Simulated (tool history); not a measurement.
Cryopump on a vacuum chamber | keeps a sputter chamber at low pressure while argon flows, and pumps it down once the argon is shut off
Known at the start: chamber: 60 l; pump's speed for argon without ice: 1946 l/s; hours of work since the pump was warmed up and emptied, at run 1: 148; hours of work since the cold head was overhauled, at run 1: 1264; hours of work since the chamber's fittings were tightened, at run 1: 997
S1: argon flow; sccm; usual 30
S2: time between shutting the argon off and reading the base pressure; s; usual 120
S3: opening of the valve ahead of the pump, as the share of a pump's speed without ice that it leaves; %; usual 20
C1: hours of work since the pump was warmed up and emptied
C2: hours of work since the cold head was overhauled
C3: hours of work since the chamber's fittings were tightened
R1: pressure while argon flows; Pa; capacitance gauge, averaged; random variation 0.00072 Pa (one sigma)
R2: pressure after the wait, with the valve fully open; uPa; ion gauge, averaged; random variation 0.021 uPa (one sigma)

run	day	S1	S2	S3	C1	C2	C3	R1	R2
1	0.000	30	120	20	148	1264	997	0.1330	0.66
2	1.662	30	120	20	181	1297	1030	0.1366	0.69
3	3.279	30	120	20	213	1329	1062	0.1361	0.74
4	4.254	30	120	20	232	1348	1081	0.1373	0.74
5	5.238	30	120	20	252	1368	1101	0.1387	0.74
6	7.292	30	120	20	292	1409	1142	0.1399	0.80
7	9.258	33	120	20	331	1448	1181	0.1562	0.86
# day 10.692: pump warmed up, emptied and cooled again
8	11.421	30	120	20	15	1486	1220	0.1310	0.68
9	12.471	25	120	20	35	1507	1240	0.1100	0.71
10	13.479	25	120	21	55	1527	1260	0.1045	0.69
11	14.396	30	120	20	74	1545	1279	0.1326	0.73
12	15.317	30	120	20	92	1564	1297	0.1343	0.74
13	16.958	30	120	20	124	1596	1329	0.1345	0.76
14	18.533	30	120	20	156	1627	1361	0.1357	0.80
15	20.404	30	120	20	193	1665	1398	0.1370	0.84
16	22.317	30	27	20	231	1703	1436	0.1383	1.49
17	24.221	30	120	48	268	1740	1473	0.0630	0.89
18	25.450	30	120	48	293	1765	1498	0.0641	0.91
19	26.742	30	120	48	318	1790	1523	0.0657	0.97
20	27.725	50	120	48	338	1810	1543	0.1108	1.03
# day 28.758: pump warmed up, emptied and cooled again
21	29.538	13	57	45	15	1842	1575	0.0255	0.95
22	30.600	30	120	16	37	1863	1596	0.1644	0.81
23	32.042	30	55	29	65	1891	1624	0.0928	1.04
24	33.325	48	214	42	91	1917	1650	0.1056	0.78
25	35.338	38	114	20	130	1957	1690	0.1712	0.90
26	36.854	51	20	21	161	1987	1720	0.2184	1.83
27	38.788	50	280	17	199	2025	1758	0.2678	0.89
28	40.608	42	46	15	235	2061	1794	0.2525	1.27
29	42.150	42	46	15	266	2092	1825	0.2555	1.33
30	43.500	12	51	20	292	2119	1852	0.0563	1.33
31	45.412	57	49	31	330	2157	1890	0.1825	1.43
# day 46.812: pump warmed up, emptied and cooled again
32	47.346	57	49	31	11	2191	1924	0.1611	1.11
33	48.521	57	49	31	34	2214	1947	0.1649	1.14
34	49.804	57	49	31	59	2240	1973	0.1660	1.20

Measured less the same run without the tool's hidden state. The same run-to-run variation is in both; the gauge's scatter may not be:
The hidden state here: pump's speed, % of a pump's without ice; cold plate's temperature, K; leak into the chamber, uPa l/s; drift of the gauge itself on working_pa, %; drift of the gauge itself on base_upa, %.
run	R1	R2
1	+0.0047	+0.32
2	+0.0058	+0.35
3	+0.0068	+0.38
4	+0.0077	+0.40
5	+0.0085	+0.41
6	+0.0101	+0.46
7	+0.0130	+0.52
8	+0.0011	+0.33
9	+0.0014	+0.34
10	+0.0018	+0.35
11	+0.0026	+0.39
12	+0.0032	+0.40
13	+0.0041	+0.43
14	+0.0051	+0.45
15	+0.0062	+0.49
16	+0.0076	+0.52
17	+0.0092	+0.56
18	+0.0101	+0.59
19	+0.0113	+0.63
20	+0.0204	+0.66
21	+0.0005	+0.43
22	+0.0019	+0.46
23	+0.0026	+0.47
24	+0.0054	+0.51
25	+0.0059	+0.55
26	+0.0094	+0.57
27	+0.0115	+0.63
28	+0.0114	+0.66
29	+0.0133	+0.70
30	+0.0043	+0.74
31	+0.0235	+0.80
32	+0.0030	+0.52
33	+0.0042	+0.55
34	+0.0054	+0.59
